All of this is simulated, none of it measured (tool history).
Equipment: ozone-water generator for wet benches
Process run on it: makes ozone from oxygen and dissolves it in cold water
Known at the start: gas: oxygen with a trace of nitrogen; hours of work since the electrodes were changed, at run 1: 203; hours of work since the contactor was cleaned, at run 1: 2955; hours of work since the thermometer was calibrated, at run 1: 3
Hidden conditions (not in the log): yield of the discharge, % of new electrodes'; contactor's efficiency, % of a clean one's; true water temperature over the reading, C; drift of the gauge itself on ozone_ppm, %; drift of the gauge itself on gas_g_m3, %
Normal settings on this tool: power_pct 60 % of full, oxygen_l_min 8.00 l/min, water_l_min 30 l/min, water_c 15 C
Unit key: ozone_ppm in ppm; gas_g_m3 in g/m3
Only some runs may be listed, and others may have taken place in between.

run,hour,power_pct,oxygen_l_min,water_l_min,water_c,hours of work since the electrodes were changed,hours of work since the contactor was cleaned,hours of work since the thermometer was calibrated,ozone_ppm,gas_g_m3
1,0.0,60,8.00,30,15,203,2955,3,16.4,191.4
2,54.9,60,8.00,30,15,253,3005,53,16.5,191.3
3,93.8,60,6.86,30,15,288,3040,88,16.6,208.0
4,158.0,60,8.70,30,15,346,3098,146,16.3,181.5
5,196.7,60,8.00,20,15,381,3133,181,23.2,192.0
6,238.5,60,8.00,30,15,419,3171,219,16.8,192.9
7,267.5,60,8.00,30,15,445,3197,245,16.3,191.0
8,315.2,49,8.00,30,15,488,3240,288,14.3,169.3
9,376.0,49,8.00,30,15,543,3295,343,14.4,168.0
10,424.3,49,8.00,30,15,587,3339,387,14.5,168.5
11,459.5,49,8.00,30,15,619,3371,419,14.4,166.1
12,491.7,71,8.00,30,15,648,3400,448,18.3,213.3
13,518.3,60,8.00,30,15,672,3424,472,16.2,191.2
14,581.3,60,8.00,30,15,729,3481,529,16.4,191.6
15,641.5,60,8.00,30,15,784,3536,583,16.5,188.2
16,703.6,60,8.00,32,15,840,3592,639,15.3,191.2
17,736.5,60,8.00,32,15,870,3622,669,15.3,190.5
18,771.6,84,8.00,30,15,901,3653,701,20.3,232.4
19,824.7,84,8.00,30,15,949,3701,749,20.3,234.4
20,878.4,84,8.00,30,15,998,3750,798,19.9,233.9
21,939.1,84,8.00,30,10,1053,3805,853,21.6,234.4
22,994.4,49,8.00,20,17,1103,3855,903,19.6,167.8
23,1056.6,49,8.00,20,17,1159,3911,959,19.5,167.3
24,1097.3,86,7.75,24,10,1196,3948,996,26.5,240.4
25,1155.6,86,6.09,33,10,1249,4001,1048,19.4,281.3
26,1202.1,91,5.72,39,16,1291,4043,1091,16.0,302.7
27,1238.7,91,5.72,34,16,1324,4076,1124,18.2,300.8
28,1296.9,91,5.47,22,9,1377,4129,1176,30.5,311.7
29,1349.0,91,5.47,22,9,1424,4176,1224,30.4,310.5
30,1391.6,78,5.24,45,11,1462,4214,1262,12.7,287.5
31,1444.9,59,4.61,43,17,1510,4263,1310,10.3,259.7
32,1489.9,62,14.08,41,14,1551,4303,1351,12.0,136.6

Each row is a separate what-if for the run after 32, all from the same tool condition, not one after another. Results?
A,1554.1,62,14.08,37,14,1609,4361,1409,?,?
B,1554.1,60,5.84,30,9,1609,4361,1409,?,?
C,1554.1,49,4.66,31,14,1609,4361,1409,?,?

run,ozone_ppm,gas_g_m3
A,13.2,138.4
B,17.0,227.8
C,13.7,229.6
Stripped of hidden state, with their random variation kept, the same runs would have yielded:
run,ozone_ppm,gas_g_m3
A,14.3,140.4
B,18.4,231.1
C,14.7,232.4
